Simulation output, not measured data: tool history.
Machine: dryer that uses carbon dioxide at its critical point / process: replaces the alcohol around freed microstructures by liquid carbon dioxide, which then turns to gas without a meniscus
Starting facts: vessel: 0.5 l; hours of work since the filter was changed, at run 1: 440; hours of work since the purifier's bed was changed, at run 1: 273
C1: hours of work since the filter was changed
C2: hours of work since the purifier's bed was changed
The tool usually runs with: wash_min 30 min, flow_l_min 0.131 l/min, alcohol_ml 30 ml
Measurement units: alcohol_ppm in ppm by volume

Run 1, hour 0: usual settings; C1 440; C2 273. Result: alcohol_ppm 340 ppm by volume.
Run 2, hour 13: usual settings but flow_l_min 0.177 l/min; C1 448; C2 281. Result: alcohol_ppm 80 ppm by volume.
Run 3, hour 21.3: usual settings but flow_l_min 0.177 l/min; C1 453; C2 286. Result: alcohol_ppm 81 ppm by volume.
Run 4, hour 32.8: usual settings but flow_l_min 0.177 l/min; C1 460; C2 293. Result: alcohol_ppm 78 ppm by volume.
Run 5, hour 47.5: usual settings but flow_l_min 0.177 l/min; C1 469; C2 302. Result: alcohol_ppm 79 ppm by volume.
Run 6, hour 57.5: usual settings but flow_l_min 0.177 l/min; C1 475; C2 308. Result: alcohol_ppm 93 ppm by volume.
Run 7, hour 70.4: usual settings but flow_l_min 0.177 l/min; C1 483; C2 316. Result: alcohol_ppm 96 ppm by volume.
Run 8, hour 77.6: usual settings but flow_l_min 0.177 l/min; C1 487; C2 321. Result: alcohol_ppm 90 ppm by volume.
Run 9, hour 93.2: usual settings but flow_l_min 0.177 l/min; C1 497; C2 330. Result: alcohol_ppm 92 ppm by volume.
Run 10, hour 101.3: usual settings but flow_l_min 0.177 l/min; C1 502; C2 335. Result: alcohol_ppm 96 ppm by volume.
Run 11, hour 110.8: usual settings but flow_l_min 0.219 l/min; C1 508; C2 341. Result: alcohol_ppm 46 ppm by volume.
At hour 117.2: inlet filter changed.
Run 12, hour 119.7: usual settings but wash_min 25 min; C1 2; C2 346. Result: alcohol_ppm 430 ppm by volume.
Run 13, hour 133.7: usual settings; C1 10; C2 354. Result: alcohol_ppm 178 ppm by volume.
Run 14, hour 148.1: usual settings; C1 19; C2 363. Result: alcohol_ppm 188 ppm by volume.
Run 15, hour 161.6: usual settings; C1 27; C2 371. Result: alcohol_ppm 195 ppm by volume.
Run 16, hour 177.1: usual settings; C1 37; C2 381. Result: alcohol_ppm 189 ppm by volume.
Run 17, hour 191: usual settings; C1 45; C2 389. Result: alcohol_ppm 205 ppm by volume.
Run 18, hour 197.5: usual settings; C1 49; C2 393. Result: alcohol_ppm 200 ppm by volume.
Run 19, hour 210.7: usual settings but wash_min 33 min; C1 57; C2 401. Result: alcohol_ppm 129 ppm by volume.
Run 20, hour 225.2: usual settings but wash_min 33 min; C1 66; C2 410. Result: alcohol_ppm 131 ppm by volume.
Run 21, hour 240.8: usual settings but wash_min 21 min, flow_l_min 0.162 l/min, alcohol_ml 33 ml; C1 76; C2 420. Result: alcohol_ppm 466 ppm by volume.
Run 22, hour 250.2: usual settings but wash_min 21 min, flow_l_min 0.162 l/min, alcohol_ml 33 ml; C1 81; C2 425. Result: alcohol_ppm 456 ppm by volume.
Run 23, hour 258.6: usual settings but wash_min 21 min, flow_l_min 0.207 l/min, alcohol_ml 33 ml; C1 86; C2 430. Result: alcohol_ppm 151 ppm by volume.
Run 24, hour 265.8: usual settings but wash_min 21 min, flow_l_min 0.207 l/min, alcohol_ml 33 ml; C1 91; C2 435. Result: alcohol_ppm 154 ppm by volume.
Run 25, hour 277.4: usual settings but wash_min 46 min, flow_l_min 0.085 l/min; C1 98; C2 442. Result: alcohol_ppm 210 ppm by volume.
Run 26, hour 291.5: usual settings but wash_min 23 min, flow_l_min 0.11 l/min, alcohol_ml 41 ml; C1 107; C2 451. Result: alcohol_ppm 1938 ppm by volume.
Run 27, hour 298.3: usual settings but wash_min 38 min, flow_l_min 0.16 l/min, alcohol_ml 41 ml; C1 111; C2 455. Result: alcohol_ppm 57 ppm by volume.
Run 28, hour 307.5: usual settings but wash_min 24 min, flow_l_min 0.114 l/min, alcohol_ml 41 ml; C1 116; C2 460. Result: alcohol_ppm 1470 ppm by volume.
Run 29, hour 320.8: usual settings but wash_min 24 min, flow_l_min 0.207 l/min, alcohol_ml 41 ml; C1 124; C2 468. Result: alcohol_ppm 104 ppm by volume.
Run 30, hour 330.1: usual settings but wash_min 41 min, flow_l_min 0.207 l/min; C1 130; C2 474. Result: alcohol_ppm 53 ppm by volume.
Run 31, hour 338.7: usual settings but wash_min 35 min, flow_l_min 0.186 l/min; C1 135; C2 479. Result: alcohol_ppm 52 ppm by volume.
Run 32, hour 348.5: usual settings but flow_l_min 0.087 l/min, alcohol_ml 90 ml; C1 141; C2 485. Result: alcohol_ppm 3737 ppm by volume.
Run 33, hour 360.2: usual settings but flow_l_min 0.087 l/min, alcohol_ml 90 ml; C1 148; C2 493. Result: alcohol_ppm 3753 ppm by volume.
Run 34, hour 367: usual settings but wash_min 29 min, flow_l_min 0.13 l/min, alcohol_ml 29 ml; C1 153; C2 497. Result: alcohol_ppm 294 ppm by volume.
Run 35, hour 379.9: usual settings but wash_min 46 min, flow_l_min 0.209 l/min, alcohol_ml 34 ml; C1 161; C2 505. Result: alcohol_ppm 57 ppm by volume.
Run 36, hour 392.5: usual settings but wash_min 46 min, flow_l_min 0.209 l/min, alcohol_ml 34 ml; C1 168; C2 512. Result: alcohol_ppm 48 ppm by volume.
Run 37, hour 399.2: usual settings but wash_min 46 min, flow_l_min 0.11 l/min, alcohol_ml 34 ml; C1 172; C2 516. Result: alcohol_ppm 91 ppm by volume.

The logged runs with the hidden state left out (each run's random variation unchanged):
Hidden state present: flow that reaches the vessel past the clogged filter, %; alcohol in the recycled carbon dioxide, ppm; drift of the gauge itself on alcohol_ppm, %.
run  alcohol_ppm
  1          149
  2           21
  3           21
  4           18
  5           16
  6           27
  7           30
  8           24
  9           24
 10           25
 11            5
 12          395
 13          142
 14          150
 15          152
 16          143
 17          155
 18          149
 19           82
 20           83
 21          377
 22          365
 23           94
 24           97
 25          141
 26         1665
 27           13
 28         1228
 29           47
 30           10
 31            6
 32         3099
 33         3086
 34          194
 35           13
 36            3
 37           30
